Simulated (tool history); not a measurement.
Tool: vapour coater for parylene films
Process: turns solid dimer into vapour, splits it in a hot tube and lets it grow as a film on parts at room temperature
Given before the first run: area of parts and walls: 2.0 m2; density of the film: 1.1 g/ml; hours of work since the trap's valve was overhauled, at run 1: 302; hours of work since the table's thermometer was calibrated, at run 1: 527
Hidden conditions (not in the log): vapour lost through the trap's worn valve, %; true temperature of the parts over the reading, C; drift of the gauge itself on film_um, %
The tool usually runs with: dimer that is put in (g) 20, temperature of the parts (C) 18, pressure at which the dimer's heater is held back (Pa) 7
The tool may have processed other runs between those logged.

run   hour  dimer that is put in (g)  temperature of the parts (C)  pressure at which the dimer's heater is held back (Pa)  hours of work since the trap's valve was overhauled  hours of work since the table's thermometer was calibrated  thickness of the film (um)
  1      0                        20                            18                                                       7                                                  302                                                         527                        5.99
  2   14.4                        20                            18                                                       7                                                  313                                                         538                        5.92
  3   40.7                        20                            18                                                       7                                                  333                                                         558                        5.88
  4   53.8                        20                            18                                                       7                                                  343                                                         568                        5.82
  5   76.7                        20                            15                                                       7                                                  360                                                         585                         6.5
  6   90.8                        16                            18                                                       7                                                  371                                                         596                        4.68
  7  117.1                        16                            18                                                       7                                                  391                                                         616                        4.65
  8  138.7                        15                            18                                                       7                                                  408                                                         633                        4.39
  9  154.1                        15                            18                                                       7                                                  420                                                         644                        4.32
 10  182.7                        15                            18                                                       7                                                  441                                                         666                        4.35
 11  209.6                        20                            18                                                    6.14                                                  462                                                         687                        5.97
 12  223.4                        20                            15                                                       7                                                  472                                                         697                        6.43
 13  236.3                        20                            18                                                       7                                                  482                                                         707                        5.62
 14  250.4                        20                            17                                                       7                                                  493                                                         718                        5.87
 15    265                        20                            17                                                       7                                                  504                                                         729                        5.85
 16    288                        20                            17                                                       7                                                  522                                                         747                        5.77
 17  302.1                        20                            17                                                    2.46                                                  532                                                         757                        7.32
 18  323.8                        20                            18                                                    6.95                                                  549                                                         774                        5.67
 19  337.7                        17                            18                                                       7                                                  559                                                         784                        4.75
 20  356.7                        17                            18                                                       7                                                  574                                                         799                        4.72
 21  373.2                        17                            18                                                       7                                                  587                                                         812                        4.69
 22  385.9                        32                            18                                                       7                                                  596                                                         821                        8.68
 23  412.1                        32                            18                                                       7                                                  616                                                         841                        8.78
 24  435.5                        32                            18                                                       7                                                  634                                                         859                         8.7
     466.6  -- trap's valve overhauled
 25  467.7                        32                            17                                                    4.89                                                    1                                                         880                        9.19
 26  488.9                        23                            17                                                    8.55                                                   17                                                         897                        5.91
 27  506.4                        20                            18                                                    4.76                                                   30                                                         910                        5.57
     527.1  -- trap's valve overhauled, once more
 28  537.8                        20                            16                                                       7                                                    8                                                         931                        6.75
 29  554.6                        23                            23                                                    3.45                                                   21                                                         944                         6.9
 30  575.8                        18                            21                                                    7.19                                                   37                                                         960                        4.91
 31  592.1                        13                            16                                                    2.89                                                   50                                                         972                        5.28
 32  604.6                        13                            16                                                    2.89                                                   59                                                         982                        5.28
 33  622.9                        13                            16                                                    2.89                                                   73                                                         996                        5.21
 34  652.3                        10                            18                                                    7.12                                                   95                                                        1018                        3.03
 35  677.7                        11                            18                                                    2.86                                                  115                                                        1038                        4.01
 36  693.9                        11                            18                                                    2.86                                                  127                                                        1050                        4.05
 37  709.6                        11                            18                                                    2.86                                                  139                                                        1062                        4.05
 38  726.1                        11                            11                                                     2.2                                                  152                                                        1075                        4.73
 39    740                        26                            12                                                       7                                                  162                                                        1085                         9.9
 40  767.5                         9                            12                                                    7.21                                                  183                                                        1106                        3.42
 41  785.5                         9                            12                                                    5.24                                                  197                                                        1120                        3.55
 42  808.5                        11                            18                                                       7                                                  215                                                        1137                        3.27
 43  831.1                        28                            22                                                    5.69                                                  232                                                        1155                        7.47
 44  855.1                         8                            17                                                    7.44                                                  250                                                        1173                        2.44
 45    875                        20                            11                                                    5.11                                                  265                                                        1188                        8.28
 46    903                        35                            18                                                       7                                                  287                                                        1209                       10.38
 47  924.7                        11                            16                                                    4.36                                                  303                                                        1226                        3.79

Some steps in thickness of the film (um) between neighbouring runs. How much of each would the tool show without its hidden state too (settings, what came in, random variation), and how much is left for the hidden state, with any gauge scatter that isn't in both results?
Run 24 -> 25: temperature of the parts (C) 18 -> 17, pressure at which the dimer's heater is held back (Pa) 7 -> 4.89, trap's valve overhauled. thickness of the film (um) +0.49: hidden state -0.78, all else +1.27.
Run 25 -> 26: dimer that is put in (g) 32 -> 23, pressure at which the dimer's heater is held back (Pa) 4.89 -> 8.55. thickness of the film (um) -3.28: hidden state +0.78, all else -4.06.
Run 27 -> 28: temperature of the parts (C) 18 -> 16, pressure at which the dimer's heater is held back (Pa) 4.76 -> 7, trap's valve overhauled, once more. thickness of the film (um) +1.18: hidden state +1.25, all else -0.07.
Run 39 -> 40: dimer that is put in (g) 26 -> 9, pressure at which the dimer's heater is held back (Pa) 7 -> 7.21. thickness of the film (um) -6.48: hidden state +0.39, all else -6.87.
Run 44 -> 45: dimer that is put in (g) 8 -> 20, temperature of the parts (C) 17 -> 11, pressure at which the dimer's heater is held back (Pa) 7.44 -> 5.11. thickness of the film (um) +5.84: hidden state -0.46, all else +6.3.
Run 46 -> 47: dimer that is put in (g) 35 -> 11, temperature of the parts (C) 18 -> 16, pressure at which the dimer's heater is held back (Pa) 7 -> 4.36. thickness of the film (um) -6.59: hidden state +0.61, all else -7.2.

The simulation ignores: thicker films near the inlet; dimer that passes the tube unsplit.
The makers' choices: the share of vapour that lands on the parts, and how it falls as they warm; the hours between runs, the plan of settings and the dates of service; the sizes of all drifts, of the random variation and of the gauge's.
